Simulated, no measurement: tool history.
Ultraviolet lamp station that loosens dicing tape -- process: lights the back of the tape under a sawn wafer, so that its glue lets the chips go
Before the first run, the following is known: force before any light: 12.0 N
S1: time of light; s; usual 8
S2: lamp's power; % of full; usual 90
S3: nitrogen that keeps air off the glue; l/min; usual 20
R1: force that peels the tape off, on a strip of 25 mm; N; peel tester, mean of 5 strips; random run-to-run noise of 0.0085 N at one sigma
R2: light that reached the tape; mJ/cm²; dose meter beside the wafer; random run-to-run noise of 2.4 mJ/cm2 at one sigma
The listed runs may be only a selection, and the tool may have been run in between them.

run,day,S1,S2,S3,R1,R2
1,0.000,8,90,20,0.798,191
2,2.550,8,62,20,1.779,128
3,4.575,8,90,20,0.832,190
4,6.438,8,90,20,0.842,183
5,8.112,8,90,20,0.867,184
6,9.483,8,90,20,0.899,177
7,11.821,8,90,20,0.921,179
8,13.083,8,90,13,1.204,177
9,15.304,8,90,13,1.193,174
10,17.038,14,90,20,0.292,306
11,19.375,4,94,6,4.601,90
12,20.929,4,97,6,4.355,88
13,22.938,4,78,30,3.579,72
14,24.125,4,78,30,3.665,74
15,25.267,4,69,29,4.192,66

Consider 3 possible next runs. They are alternatives, not a sequence: every one starts from the tool as it was left by run 15. What does each give?
A,27.312,4,81,29,?,?
B,27.312,4,92,15,?,?
C,27.312,13,70,33,?,?

run,R1,R2
A,3.534,73
B,3.649,84
C,0.523,205
With no hidden state in the tool, these same runs would have given:
run,R1,R2
A,1.587,125
B,1.666,143
C,0.221,350
